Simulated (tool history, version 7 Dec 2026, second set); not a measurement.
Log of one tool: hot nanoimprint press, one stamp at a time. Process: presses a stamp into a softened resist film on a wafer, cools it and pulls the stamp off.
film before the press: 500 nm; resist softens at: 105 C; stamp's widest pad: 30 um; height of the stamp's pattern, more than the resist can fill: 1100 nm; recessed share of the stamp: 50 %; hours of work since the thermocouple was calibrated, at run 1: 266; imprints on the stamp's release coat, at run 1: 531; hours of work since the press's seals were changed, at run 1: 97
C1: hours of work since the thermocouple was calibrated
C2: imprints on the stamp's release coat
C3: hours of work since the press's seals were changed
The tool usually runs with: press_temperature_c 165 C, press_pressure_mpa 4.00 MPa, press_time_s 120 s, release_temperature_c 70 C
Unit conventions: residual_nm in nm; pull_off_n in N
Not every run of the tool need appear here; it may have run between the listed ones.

Run 1, day 0.000: usual settings; C1 266; C2 531; C3 97. Result: residual_nm 193.2 nm, pull_off_n 101 N.
Run 2, day 0.279: usual settings; C1 269; C2 550; C3 100. Result: residual_nm 194.5 nm, pull_off_n 104 N.
Run 3, day 0.808: usual settings but release_temperature_c 61 C; C1 275; C2 586; C3 106. Result: residual_nm 191.7 nm, pull_off_n 117 N.
Run 4, day 1.221: usual settings; C1 280; C2 615; C3 111. Result: residual_nm 192.7 nm, pull_off_n 104 N.
Run 5, day 1.533: usual settings; C1 283; C2 636; C3 114. Result: residual_nm 192.3 nm, pull_off_n 104 N.
Run 6, day 2.021: usual settings; C1 289; C2 670; C3 120. Result: residual_nm 192.7 nm, pull_off_n 104 N.
Run 7, day 2.304: usual settings but release_temperature_c 64 C; C1 292; C2 689; C3 123. Result: residual_nm 193.5 nm, pull_off_n 116 N.
Run 8, day 2.571: usual settings but press_time_s 232 s; C1 295; C2 708; C3 126. Result: residual_nm 145.1 nm, pull_off_n 106 N.
Run 9, day 3.154: usual settings but press_time_s 232 s; C1 301; C2 748; C3 132. Result: residual_nm 145.1 nm, pull_off_n 107 N.
Run 10, day 3.638: usual settings but press_time_s 232 s; C1 306; C2 781; C3 138. Result: residual_nm 144.6 nm, pull_off_n 109 N.
Run 11, day 4.133: usual settings but press_time_s 232 s; C1 312; C2 815; C3 143. Result: residual_nm 144.4 nm, pull_off_n 107 N.
Run 12, day 4.496: usual settings but press_pressure_mpa 4.55 MPa; C1 316; C2 840; C3 147. Result: residual_nm 180.9 nm, pull_off_n 110 N.
At day 4.662: plate thermocouple calibrated.
Run 13, day 5.175: usual settings but press_pressure_mpa 4.55 MPa; C1 6; C2 878; C3 153. Result: residual_nm 174.6 nm, pull_off_n 108 N.
Run 14, day 5.458: usual settings but press_pressure_mpa 4.55 MPa; C1 9; C2 898; C3 157. Result: residual_nm 175.0 nm, pull_off_n 111 N.
Run 15, day 5.783: usual settings but press_temperature_c 174 C, press_pressure_mpa 4.55 MPa, release_temperature_c 74 C; C1 12; C2 920; C3 160. Result: residual_nm 97.5 nm, pull_off_n 104 N.
At day 6.029: plate thermocouple calibrated, once more.
Run 16, day 6.288: usual settings but press_temperature_c 174 C, press_pressure_mpa 4.55 MPa, release_temperature_c 74 C; C1 3; C2 946; C3 164. Result: residual_nm 109.6 nm, pull_off_n 107 N.
Run 17, day 6.779: usual settings but press_pressure_mpa 5.49 MPa, press_time_s 86 s, release_temperature_c 67 C; C1 8; C2 980; C3 170. Result: residual_nm 202.7 nm, pull_off_n 116 N.
Run 18, day 7.292: usual settings but release_temperature_c 72 C; C1 14; C2 1015; C3 175. Result: residual_nm 204.4 nm, pull_off_n 110 N.
Run 19, day 7.754: usual settings but press_temperature_c 163 C, press_pressure_mpa 6.20 MPa, press_time_s 118 s, release_temperature_c 60 C; C1 19; C2 1047; C3 181. Result: residual_nm 189.4 nm, pull_off_n 131 N.
Run 20, day 8.250: usual settings but press_temperature_c 163 C, press_pressure_mpa 6.20 MPa, press_time_s 118 s, release_temperature_c 60 C; C1 25; C2 1081; C3 186. Result: residual_nm 189.0 nm, pull_off_n 134 N.
Run 21, day 8.625: usual settings but press_temperature_c 163 C, press_pressure_mpa 6.20 MPa, press_time_s 118 s, release_temperature_c 60 C; C1 29; C2 1107; C3 190. Result: residual_nm 190.5 nm, pull_off_n 133 N.
At day 9.088: stamp cleaned and given a new release coat.
Run 22, day 9.475: usual settings but press_temperature_c 164 C, press_pressure_mpa 5.29 MPa, press_time_s 118 s, release_temperature_c 64 C; C1 36; C2 26; C3 197. Result: residual_nm 190.3 nm, pull_off_n 101 N.
Run 23, day 9.733: usual settings but press_temperature_c 161 C, press_pressure_mpa 5.68 MPa, press_time_s 151 s, release_temperature_c 64 C; C1 38; C2 44; C3 200. Result: residual_nm 203.0 nm, pull_off_n 101 N.
Run 24, day 10.338: usual settings but press_temperature_c 161 C, press_pressure_mpa 2.73 MPa, press_time_s 151 s, release_temperature_c 64 C; C1 45; C2 86; C3 207. Result: residual_nm 273.1 nm, pull_off_n 102 N.
Run 25, day 10.875: usual settings but press_temperature_c 153 C, press_pressure_mpa 3.95 MPa; C1 51; C2 123; C3 213. Result: residual_nm 382.6 nm, pull_off_n 94 N.
Run 26, day 11.233: usual settings but press_time_s 66 s; C1 55; C2 147; C3 217. Result: residual_nm 251.5 nm, pull_off_n 96 N.
Run 27, day 11.758: usual settings but release_temperature_c 76 C; C1 61; C2 184; C3 222. Result: residual_nm 201.7 nm, pull_off_n 88 N.
Run 28, day 12.033: usual settings but release_temperature_c 76 C; C1 64; C2 202; C3 225. Result: residual_nm 200.7 nm, pull_off_n 88 N.

Alternative continuations, all from the tool just after run 28; predict every row:
Run A, day 12.633: usual settings but release_temperature_c 59 C; C1 71; C2 244; C3 232. Result: residual_nm ?, pull_off_n ?.
Run B, day 12.633: usual settings but press_temperature_c 167 C, release_temperature_c 67 C; C1 71; C2 244; C3 232. Result: residual_nm ?, pull_off_n ?.
Run C, day 12.633: usual settings but press_temperature_c 167 C, release_temperature_c 64 C; C1 71; C2 244; C3 232. Result: residual_nm ?, pull_off_n ?.
Run D, day 12.633: usual settings but press_temperature_c 174 C, press_pressure_mpa 3.16 MPa, release_temperature_c 76 C; C1 71; C2 244; C3 232. Result: residual_nm ?, pull_off_n ?.
Run E, day 12.633: usual settings but press_pressure_mpa 3.18 MPa, press_time_s 204 s, release_temperature_c 78 C; C1 71; C2 244; C3 232. Result: residual_nm ?, pull_off_n ?.

run  residual_nm  pull_off_n
  A        200.1         111
  B        175.9         100
  C        176.5         103
  D        127.8          90
  E        178.4          87
Take away the tool's hidden state, keep each run's random variation, and the runs would have read:
run  residual_nm  pull_off_n
  A        207.5         106
  B        182.5          95
  C        183.1          98
  D        132.5          86
  E        185.5          83
